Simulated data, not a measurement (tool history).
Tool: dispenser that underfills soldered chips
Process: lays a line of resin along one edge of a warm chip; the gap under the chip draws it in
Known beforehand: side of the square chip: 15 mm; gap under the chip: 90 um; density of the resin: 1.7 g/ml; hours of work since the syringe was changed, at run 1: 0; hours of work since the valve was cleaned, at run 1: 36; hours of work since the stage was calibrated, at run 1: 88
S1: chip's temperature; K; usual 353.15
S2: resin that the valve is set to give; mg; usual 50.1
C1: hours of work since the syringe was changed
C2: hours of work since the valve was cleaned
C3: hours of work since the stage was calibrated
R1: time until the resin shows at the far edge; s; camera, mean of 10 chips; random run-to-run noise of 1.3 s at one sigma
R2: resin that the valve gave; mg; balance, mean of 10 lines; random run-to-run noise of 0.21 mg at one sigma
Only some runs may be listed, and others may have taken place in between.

run   hour      S1    S2  C1   C2   C3     R1     R2
  1    0.0  353.15  50.1   0   36   88  128.4  48.99
  2    2.7  353.15  50.1   2   38   90  144.3  48.59
  3    5.1  353.15  62.7   4   40   92  158.8  60.58
  4    8.2  353.15  62.7   7   42   94  181.3  60.95
      10.4  -- new syringe of resin
  5   12.7  353.15  50.1   2   46   98  142.0  48.45
  6   14.8  363.15  50.1   4   48   99   99.1  47.97
  7   18.5  363.15  63.2   6   50  102  115.8  60.16
      20.5  -- new syringe of resin
  8   21.0  363.15  63.2   0   52  104   78.9  60.77
  9   25.9  363.15  63.2   4   56  108   99.7  60.24
 10   28.9  353.15  46.8   7   58  110  193.4  44.34
      30.7  -- new syringe of resin
 11   32.0  353.15  50.1   1   61  113  134.8  47.90
 12   36.3  353.15  46.5   5   64  116  171.4  43.85
 13   38.6  353.15  46.5   6   66  118  187.8  44.12
      40.7  -- new syringe of resin
 14   41.2  353.15  50.1   0   68  120  129.1  47.27
 15   43.8  353.15  50.1   2   70  122  147.1  47.16
 16   46.7  348.15  50.1   5   72  124  212.3  47.12
 17   50.4  353.15  50.1   8   75  127  199.8  46.89
      51.1  -- new syringe of resin
 18   54.7  353.15  50.1   3   78  130  150.7  46.40
 19   58.4  353.15  50.1   6   81  133  180.0  46.82
      61.5  -- new syringe of resin
 20   61.6  362.15  56.4   0   84  135   81.6  52.56
 21   65.4  355.15  56.6   3   87  138  133.5  52.46
 22   68.3  339.15  58.8   5   89  141  328.2  54.21
      71.7  -- new syringe of resin
 23   71.9  339.15  58.8   0   92  143  235.1  54.47
 24   75.0  339.15  58.8   3   94  146  279.7  54.10
 25   79.3  352.15  50.1   6   98  149  189.7  46.13
      81.9  -- new syringe of resin
 26   84.3  347.15  43.2   2  101  153  197.5  39.44
 27   88.5  347.15  59.1   5  105  156  221.8  53.84
      92.2  -- new syringe of resin
 28   93.7  366.15  43.7   1  109  160   82.0  39.90
 29   97.2  366.15  43.7   4  111  163   97.8  39.45
 30  101.0  366.15  43.7   7  114  166  115.7  39.73
     102.3  -- new syringe of resin
 31  105.4  366.15  43.7   2  118  169   85.8  39.42
 32  108.0  366.15  43.7   5  120  171   97.2  39.50
     112.6  -- new syringe of resin
 33  113.0  366.15  43.7   0  123  175   77.5  39.31
     115.9  -- dispensing valve cleaned and set on the balance
 34  118.6  366.15  43.7   4    2  179   92.0  43.60
 35  120.7  341.15  60.2   6    4  181  301.1  60.28

Hidden state at the last listed run before each entry between runs and at the first one after, where it differs:
Between runs 4 and 5: new syringe of resin (hour 10.4)
  resin's viscosity, % of fresh resin's: 148.1 -> 110.9; dose that the valve gives, % of what is set: 96.58 -> 96.31; true chip temperature over the reading, C: 0.82 -> 0.85
  measured less the result without the state, R1: +54.6 -> +9.8 s; R2: -2.15 -> -1.85 mg
Between runs 7 and 8: new syringe of resin (hour 20.5)
  resin's viscosity, % of fresh resin's: 145.9 -> 101.4; dose that the valve gives, % of what is set: 95.93 -> 95.78; true chip temperature over the reading, C: 0.88 -> 0.89
  measured less the result without the state, R1: +33.5 -> -1.7 s; R2: -2.55 -> -2.68 mg
Between runs 10 and 11: new syringe of resin (hour 30.7)
  resin's viscosity, % of fresh resin's: 147.8 -> 107.7; dose that the valve gives, % of what is set: 95.27 -> 95.06; true chip temperature over the reading, C: 0.94 -> 0.96
  measured less the result without the state, R1: +58.4 -> +5.5 s; R2: -2.20 -> -2.49 mg
Between runs 13 and 14: new syringe of resin (hour 40.7)
  resin's viscosity, % of fresh resin's: 147.4 -> 102.9; dose that the valve gives, % of what is set: 94.61 -> 94.44; true chip temperature over the reading, C: 0.99 -> 1.01
  measured less the result without the state, R1: +56.7 -> -0.8 s; R2: -2.52 -> -2.78 mg
Between runs 17 and 18: new syringe of resin (hour 51.1)
  resin's viscosity, % of fresh resin's: 159 -> 119.5; dose that the valve gives, % of what is set: 93.85 -> 93.57; true chip temperature over the reading, C: 1.07 -> 1.09
  measured less the result without the state, R1: +69.6 -> +20.0 s; R2: -3.07 -> -3.20 mg
Between runs 19 and 20: new syringe of resin (hour 61.5)
  resin's viscosity, % of fresh resin's: 142.5 -> 100.6; dose that the valve gives, % of what is set: 93.32 -> 93.1; true chip temperature over the reading, C: 1.11 -> 1.13
  measured less the result without the state, R1: +49.2 -> -2.8 s; R2: -3.35 -> -3.90 mg
Between runs 22 and 23: new syringe of resin (hour 71.7)
  resin's viscosity, % of fresh resin's: 138.2 -> 100.5; dose that the valve gives, % of what is set: 92.63 -> 92.4; true chip temperature over the reading, C: 1.17 -> 1.19
  measured less the result without the state, R1: +78.6 -> -11.1 s; R2: -4.32 -> -4.48 mg
Between runs 25 and 26: new syringe of resin (hour 81.9)
  resin's viscosity, % of fresh resin's: 142.7 -> 112.8; dose that the valve gives, % of what is set: 91.92 -> 91.61; true chip temperature over the reading, C: 1.24 -> 1.26
  measured less the result without the state, R1: +51.6 -> +18.0 s; R2: -4.06 -> -3.61 mg
Between runs 27 and 28: new syringe of resin (hour 92.2)
  resin's viscosity, % of fresh resin's: 137.6 -> 109.4; dose that the valve gives, % of what is set: 91.35 -> 91.01; true chip temperature over the reading, C: 1.29 -> 1.32
  measured less the result without the state, R1: +52.2 -> +5.6 s; R2: -5.10 -> -3.93 mg
Between runs 30 and 31: new syringe of resin (hour 102.3)
  resin's viscosity, % of fresh resin's: 154.5 -> 115.9; dose that the valve gives, % of what is set: 90.52 -> 90.24; true chip temperature over the reading, C: 1.36 -> 1.38
  measured less the result without the state, R1: +39.3 -> +10.3 s; R2: -4.16 -> -4.26 mg
Between runs 32 and 33: new syringe of resin (hour 112.6)
  resin's viscosity, % of fresh resin's: 131.1 -> 104; dose that the valve gives, % of what is set: 90.07 -> 89.76; true chip temperature over the reading, C: 1.4 -> 1.43
  measured less the result without the state, R1: +21.7 -> +1.7 s; R2: -4.35 -> -4.48 mg
Between runs 33 and 34: dispensing valve cleaned and set on the balance (hour 115.9)
  resin's viscosity, % of fresh resin's: 104 -> 129; dose that the valve gives, % of what is set: 89.76 -> 99.9; true chip temperature over the reading, C: 1.43 -> 1.46
  measured less the result without the state, R1: +1.7 -> +16.3 s; R2: -4.48 -> -0.04 mg

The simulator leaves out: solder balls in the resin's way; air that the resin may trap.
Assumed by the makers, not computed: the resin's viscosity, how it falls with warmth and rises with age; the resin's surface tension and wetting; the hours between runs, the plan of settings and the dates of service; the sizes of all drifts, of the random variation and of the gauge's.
